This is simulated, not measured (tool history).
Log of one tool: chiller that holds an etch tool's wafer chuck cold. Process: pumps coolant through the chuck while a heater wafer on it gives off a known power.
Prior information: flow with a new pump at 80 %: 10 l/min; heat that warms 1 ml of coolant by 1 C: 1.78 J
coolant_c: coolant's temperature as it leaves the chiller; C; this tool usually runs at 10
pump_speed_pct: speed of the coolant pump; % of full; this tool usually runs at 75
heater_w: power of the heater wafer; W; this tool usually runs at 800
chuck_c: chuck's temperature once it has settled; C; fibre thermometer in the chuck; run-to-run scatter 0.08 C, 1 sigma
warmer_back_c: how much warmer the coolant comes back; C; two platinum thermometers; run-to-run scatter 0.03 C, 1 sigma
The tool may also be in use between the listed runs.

run,hour,coolant_c,pump_speed_pct,heater_w,chuck_c,warmer_back_c
1,0.0,10,75,800,17.17,2.90
2,76.1,10,75,800,17.21,2.88
3,171.2,10,75,800,17.22,2.86
4,241.4,10,75,800,17.33,2.87
5,331.0,10,75,800,17.17,2.86
6,436.5,10,75,800,17.23,2.91
7,547.7,10,75,800,17.26,2.90
8,650.1,18,81,673,23.95,2.28
9,817.9,7,70,453,11.29,1.71
10,919.5,7,70,453,11.27,1.72

Each row is a separate what-if for the run after 10, all from the same tool condition, not one after another. Results?
A,993.6,19,75,956,?,?
B,993.6,10,61,810,?,?
C,993.6,20,70,453,?,?
D,993.6,8,87,706,?,?

run,chuck_c,warmer_back_c
A,27.55,3.42
B,18.16,3.61
C,24.31,1.78
D,13.76,2.19
Stripped of hidden state, with their random variation kept, the same runs would have yielded:
run,chuck_c,warmer_back_c
A,27.54,3.41
B,18.14,3.60
C,24.30,1.77
D,13.75,2.18

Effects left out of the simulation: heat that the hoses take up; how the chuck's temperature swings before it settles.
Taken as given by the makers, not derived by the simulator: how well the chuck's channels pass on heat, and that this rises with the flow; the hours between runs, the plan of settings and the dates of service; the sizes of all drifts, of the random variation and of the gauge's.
